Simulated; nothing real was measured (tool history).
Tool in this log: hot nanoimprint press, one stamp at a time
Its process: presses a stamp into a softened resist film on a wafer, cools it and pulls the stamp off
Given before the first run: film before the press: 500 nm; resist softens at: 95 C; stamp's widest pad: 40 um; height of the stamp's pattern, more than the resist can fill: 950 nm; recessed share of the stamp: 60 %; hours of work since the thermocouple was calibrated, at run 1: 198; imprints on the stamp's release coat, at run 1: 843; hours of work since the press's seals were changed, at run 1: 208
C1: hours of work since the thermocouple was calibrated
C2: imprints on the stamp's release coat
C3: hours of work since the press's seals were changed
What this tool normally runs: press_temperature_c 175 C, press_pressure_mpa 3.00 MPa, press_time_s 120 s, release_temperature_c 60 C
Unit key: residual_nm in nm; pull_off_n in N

run 1 hour=0.0 | press_temperature_c=175 press_pressure_mpa=3.00 press_time_s=120 release_temperature_c=60 | C1=198 C2=843 C3=208 | residual_nm=220.2 pull_off_n=177
run 2 hour=8.8 | press_temperature_c=175 press_pressure_mpa=3.00 press_time_s=120 release_temperature_c=60 | C1=202 C2=860 C3=212 | residual_nm=221.0 pull_off_n=179
run 3 hour=14.8 | press_temperature_c=175 press_pressure_mpa=3.00 press_time_s=120 release_temperature_c=60 | C1=205 C2=871 C3=215 | residual_nm=221.2 pull_off_n=176
run 4 hour=21.2 | press_temperature_c=175 press_pressure_mpa=3.00 press_time_s=66 release_temperature_c=60 | C1=208 C2=884 C3=218 | residual_nm=277.0 pull_off_n=177
run 5 hour=29.7 | press_temperature_c=175 press_pressure_mpa=3.00 press_time_s=66 release_temperature_c=60 | C1=212 C2=900 C3=222 | residual_nm=277.6 pull_off_n=180
run 6 hour=41.0 | press_temperature_c=179 press_pressure_mpa=3.00 press_time_s=66 release_temperature_c=60 | C1=217 C2=922 C3=227 | residual_nm=243.6 pull_off_n=177
run 7 hour=50.2 | press_temperature_c=175 press_pressure_mpa=3.00 press_time_s=120 release_temperature_c=60 | C1=221 C2=940 C3=231 | residual_nm=222.7 pull_off_n=177
run 8 hour=60.3 | press_temperature_c=175 press_pressure_mpa=3.00 press_time_s=120 release_temperature_c=60 | C1=226 C2=959 C3=235 | residual_nm=223.3 pull_off_n=178
run 9 hour=68.7 | press_temperature_c=175 press_pressure_mpa=3.00 press_time_s=120 release_temperature_c=60 | C1=230 C2=976 C3=239 | residual_nm=224.1 pull_off_n=173
run 10 hour=77.5 | press_temperature_c=175 press_pressure_mpa=3.00 press_time_s=120 release_temperature_c=60 | C1=234 C2=992 C3=243 | residual_nm=223.5 pull_off_n=176
run 11 hour=87.0 | press_temperature_c=175 press_pressure_mpa=3.00 press_time_s=120 release_temperature_c=60 | C1=238 C2=1011 C3=248 | residual_nm=224.3 pull_off_n=178
run 12 hour=94.6 | press_temperature_c=175 press_pressure_mpa=3.00 press_time_s=120 release_temperature_c=60 | C1=241 C2=1025 C3=251 | residual_nm=225.4 pull_off_n=174
-- hour=100.5 gauge calibrated
run 13 hour=100.8 | press_temperature_c=175 press_pressure_mpa=3.00 press_time_s=120 release_temperature_c=60 | C1=244 C2=1037 C3=254 | residual_nm=220.7 pull_off_n=176
run 14 hour=106.0 | press_temperature_c=175 press_pressure_mpa=3.00 press_time_s=120 release_temperature_c=60 | C1=246 C2=1047 C3=256 | residual_nm=220.8 pull_off_n=179
run 15 hour=116.2 | press_temperature_c=175 press_pressure_mpa=3.00 press_time_s=120 release_temperature_c=60 | C1=251 C2=1067 C3=261 | residual_nm=221.9 pull_off_n=177
run 16 hour=124.5 | press_temperature_c=183 press_pressure_mpa=2.18 press_time_s=167 release_temperature_c=68 | C1=255 C2=1083 C3=265 | residual_nm=164.3 pull_off_n=155
run 17 hour=131.4 | press_temperature_c=175 press_pressure_mpa=3.00 press_time_s=120 release_temperature_c=55 | C1=258 C2=1096 C3=268 | residual_nm=221.8 pull_off_n=192
run 18 hour=139.7 | press_temperature_c=175 press_pressure_mpa=2.88 press_time_s=63 release_temperature_c=61 | C1=262 C2=1112 C3=271 | residual_nm=287.7 pull_off_n=177
run 19 hour=146.9 | press_temperature_c=175 press_pressure_mpa=3.00 press_time_s=70 release_temperature_c=60 | C1=265 C2=1126 C3=275 | residual_nm=272.5 pull_off_n=175
run 20 hour=158.3 | press_temperature_c=175 press_pressure_mpa=2.35 press_time_s=120 release_temperature_c=60 | C1=270 C2=1148 C3=280 | residual_nm=247.0 pull_off_n=177
run 21 hour=167.2 | press_temperature_c=175 press_pressure_mpa=2.35 press_time_s=120 release_temperature_c=60 | C1=274 C2=1166 C3=284 | residual_nm=246.9 pull_off_n=182
run 22 hour=177.8 | press_temperature_c=177 press_pressure_mpa=1.89 press_time_s=156 release_temperature_c=46 | C1=279 C2=1186 C3=289 | residual_nm=227.8 pull_off_n=211
run 23 hour=187.4 | press_temperature_c=177 press_pressure_mpa=1.89 press_time_s=125 release_temperature_c=68 | C1=283 C2=1205 C3=293 | residual_nm=248.0 pull_off_n=159
run 24 hour=197.3 | press_temperature_c=177 press_pressure_mpa=1.89 press_time_s=125 release_temperature_c=68 | C1=288 C2=1224 C3=298 | residual_nm=248.9 pull_off_n=156
run 25 hour=202.3 | press_temperature_c=177 press_pressure_mpa=1.89 press_time_s=197 release_temperature_c=59 | C1=290 C2=1233 C3=300 | residual_nm=207.8 pull_off_n=179
run 26 hour=209.6 | press_temperature_c=177 press_pressure_mpa=2.15 press_time_s=197 release_temperature_c=59 | C1=294 C2=1247 C3=303 | residual_nm=197.0 pull_off_n=178
run 27 hour=220.4 | press_temperature_c=177 press_pressure_mpa=2.15 press_time_s=197 release_temperature_c=59 | C1=298 C2=1268 C3=308 | residual_nm=197.6 pull_off_n=182
run 28 hour=228.7 | press_temperature_c=177 press_pressure_mpa=2.15 press_time_s=197 release_temperature_c=59 | C1=302 C2=1284 C3=312 | residual_nm=198.2 pull_off_n=177

Run 29 has not been measured yet. What should we expect?
run 29 hour=237.5 | press_temperature_c=177 press_pressure_mpa=2.15 press_time_s=197 release_temperature_c=59 | C1=306 C2=1301 C3=316 | residual_nm=? pull_off_n=?

For run 29 the tool returned residual_nm 198.7 nm, pull_off_n 179 N.
Without the tool's hidden state the same run would have given residual_nm 193.8 nm, pull_off_n 178 N.

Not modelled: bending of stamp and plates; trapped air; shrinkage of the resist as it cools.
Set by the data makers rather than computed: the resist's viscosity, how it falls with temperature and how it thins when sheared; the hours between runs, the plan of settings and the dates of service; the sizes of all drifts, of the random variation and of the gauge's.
